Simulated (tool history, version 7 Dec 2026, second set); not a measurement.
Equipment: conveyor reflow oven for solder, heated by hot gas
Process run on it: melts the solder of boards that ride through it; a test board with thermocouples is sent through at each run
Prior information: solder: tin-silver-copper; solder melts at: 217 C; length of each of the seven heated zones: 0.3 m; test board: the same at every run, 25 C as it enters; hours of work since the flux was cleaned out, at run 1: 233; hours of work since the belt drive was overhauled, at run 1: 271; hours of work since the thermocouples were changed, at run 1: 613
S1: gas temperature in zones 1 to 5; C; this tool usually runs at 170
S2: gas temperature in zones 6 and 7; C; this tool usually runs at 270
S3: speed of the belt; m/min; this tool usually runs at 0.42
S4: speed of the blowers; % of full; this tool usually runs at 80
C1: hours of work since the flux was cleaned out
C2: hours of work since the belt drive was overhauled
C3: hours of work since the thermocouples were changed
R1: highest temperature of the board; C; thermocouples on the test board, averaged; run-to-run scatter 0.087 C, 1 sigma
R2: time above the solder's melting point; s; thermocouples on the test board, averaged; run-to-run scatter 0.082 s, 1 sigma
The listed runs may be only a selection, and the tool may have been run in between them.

run 1 day=0 | S1=170 S2=270 S3=0.42 S4=80 | C1=233 C2=271 C3=613 | R1=251.86 R2=61.43
run 2 day=0.538 | S1=170 S2=270 S3=0.42 S4=80 | C1=239 C2=277 C3=618 | R1=251.78 R2=61.33
run 3 day=0.879 | S1=170 S2=270 S3=0.42 S4=80 | C1=243 C2=281 C3=622 | R1=251.59 R2=61.24
run 4 day=1.2 | S1=170 S2=270 S3=0.42 S4=80 | C1=246 C2=284 C3=626 | R1=251.72 R2=61.27
-- day=1.367 thermocouples of zones 6 and 7 changed
run 5 day=1.6 | S1=170 S2=270 S3=0.477 S4=80 | C1=250 C2=288 C3=3 | R1=245.34 R2=47.51
run 6 day=2.229 | S1=170 S2=270 S3=0.394 S4=80 | C1=257 C2=295 C3=9 | R1=252.35 R2=66.77
run 7 day=2.758 | S1=170 S2=270 S3=0.39 S4=80 | C1=263 C2=301 C3=15 | R1=252.85 R2=67.75
run 8 day=3.121 | S1=170 S2=270 S3=0.42 S4=80 | C1=266 C2=305 C3=19 | R1=250.17 R2=59.94
-- day=3.575 flux residue cleaned out of gas plates and filters
run 9 day=3.917 | S1=170 S2=270 S3=0.42 S4=80 | C1=4 C2=311 C3=26 | R1=252.04 R2=62.28
run 10 day=4.4 | S1=170 S2=270 S3=0.42 S4=80 | C1=9 C2=316 C3=31 | R1=252.04 R2=62.06
run 11 day=4.962 | S1=170 S2=270 S3=0.42 S4=80 | C1=15 C2=322 C3=37 | R1=252.02 R2=61.91
run 12 day=5.3 | S1=170 S2=270 S3=0.42 S4=80 | C1=19 C2=326 C3=41 | R1=251.76 R2=61.85
run 13 day=5.783 | S1=175 S2=267 S3=0.476 S4=80 | C1=24 C2=331 C3=46 | R1=246.05 R2=50.59
run 14 day=6.35 | S1=163 S2=270 S3=0.42 S4=64 | C1=30 C2=338 C3=52 | R1=246.03 R2=52.82
run 15 day=6.654 | S1=179 S2=268 S3=0.494 S4=84 | C1=34 C2=341 C3=56 | R1=247.26 R2=51.27
run 16 day=6.942 | S1=179 S2=268 S3=0.494 S4=84 | C1=37 C2=344 C3=59 | R1=247.15 R2=51.14
run 17 day=7.225 | S1=179 S2=268 S3=0.494 S4=84 | C1=40 C2=347 C3=62 | R1=247.17 R2=51.21
run 18 day=7.788 | S1=179 S2=268 S3=0.494 S4=84 | C1=46 C2=353 C3=68 | R1=247.24 R2=51.07
run 19 day=8.392 | S1=179 S2=268 S3=0.494 S4=84 | C1=53 C2=360 C3=74 | R1=247.26 R2=51.1
run 20 day=8.829 | S1=179 S2=268 S3=0.494 S4=84 | C1=57 C2=365 C3=79 | R1=247.18 R2=50.97
run 21 day=9.1 | S1=179 S2=268 S3=0.494 S4=84 | C1=60 C2=368 C3=82 | R1=247.14 R2=50.83

What if the next run were any one of these 3? Each begins from the tool's condition after run 21:
run A day=9.471 | S1=175 S2=268 S3=0.391 S4=60 | C1=64 C2=372 C3=86 | R1=? R2=?
run B day=9.471 | S1=173 S2=270 S3=0.494 S4=84 | C1=64 C2=372 C3=86 | R1=? R2=?
run C day=9.471 | S1=179 S2=268 S3=0.348 S4=50 | C1=64 C2=372 C3=86 | R1=? R2=?

run=A R1=248.32 R2=64.37
run=B R1=247.46 R2=48.89
run=C R1=249.88 R2=76.79
Had the tool no hidden state, the same runs would have come out as:
run=A R1=248.28 R2=64.02
run=B R1=247.57 R2=48.79
run=C R1=249.76 R2=76.26
